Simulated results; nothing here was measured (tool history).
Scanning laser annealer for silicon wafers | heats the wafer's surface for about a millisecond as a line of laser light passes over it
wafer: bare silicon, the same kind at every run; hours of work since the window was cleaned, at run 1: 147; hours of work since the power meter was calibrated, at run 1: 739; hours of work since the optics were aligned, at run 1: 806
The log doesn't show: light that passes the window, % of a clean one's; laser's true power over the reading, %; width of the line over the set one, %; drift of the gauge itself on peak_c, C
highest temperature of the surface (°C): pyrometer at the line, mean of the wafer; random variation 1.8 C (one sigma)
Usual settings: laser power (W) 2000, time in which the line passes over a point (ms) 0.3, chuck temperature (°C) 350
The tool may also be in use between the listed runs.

run	hour	laser power (W)	time in which the line passes over a point (ms)	chuck temperature (°C)	hours of work since the window was cleaned	hours of work since the power meter was calibrated	hours of work since the optics were aligned	highest temperature of the surface (°C)
1	0	2000	0.3	350	147	739	806	1069
2	26.6	2000	0.3	350	165	758	824	1067
3	41.2	2000	0.3	350	175	768	835	1067
4	57.7	2000	0.3	350	187	780	846	1069
5	76	2000	0.3	350	200	792	859	1067
6	94.2	2000	0.3	350	213	805	872	1062
7	119.7	2000	0.218	350	230	823	890	954
8	139.9	2014	0.3	350	244	837	904	1070
9	156.2	2014	0.3	350	256	849	915	1070
10	184	2014	0.3	350	275	868	934	1065
11	204.3	2177	0.3	334	290	882	949	1116
12	230.7	2177	0.3	334	308	901	967	1116
13	245.9	2000	0.317	330	319	911	978	1060
14	262.9	1857	0.317	330	331	923	990	1005
15	279.7	2048	0.355	334	342	935	1001	1132
16	296	2000	0.362	317	354	946	1013	1102
17	321.9	2000	0.362	317	372	964	1031	1099
18	339.8	1912	0.362	353	384	977	1043	1099
19	369.2	2130	0.362	323	405	998	1064	1161
20	384.5	1825	0.289	336	416	1008	1075	965

Forecast each of these 4 alternatives for the next run:
A	416	1825	0.289	386	438	1030	1097	?
B	416	1825	0.321	336	438	1030	1097	?
C	416	2000	0.3	327	438	1030	1097	?
D	416	1825	0.276	375	438	1030	1097	?

run	highest temperature of the surface (°C)
A	1010
B	997
C	1032
D	984
Without the tool's hidden state the same runs would have given:
run	highest temperature of the surface (°C)
A	1029
B	1018
C	1054
D	1003
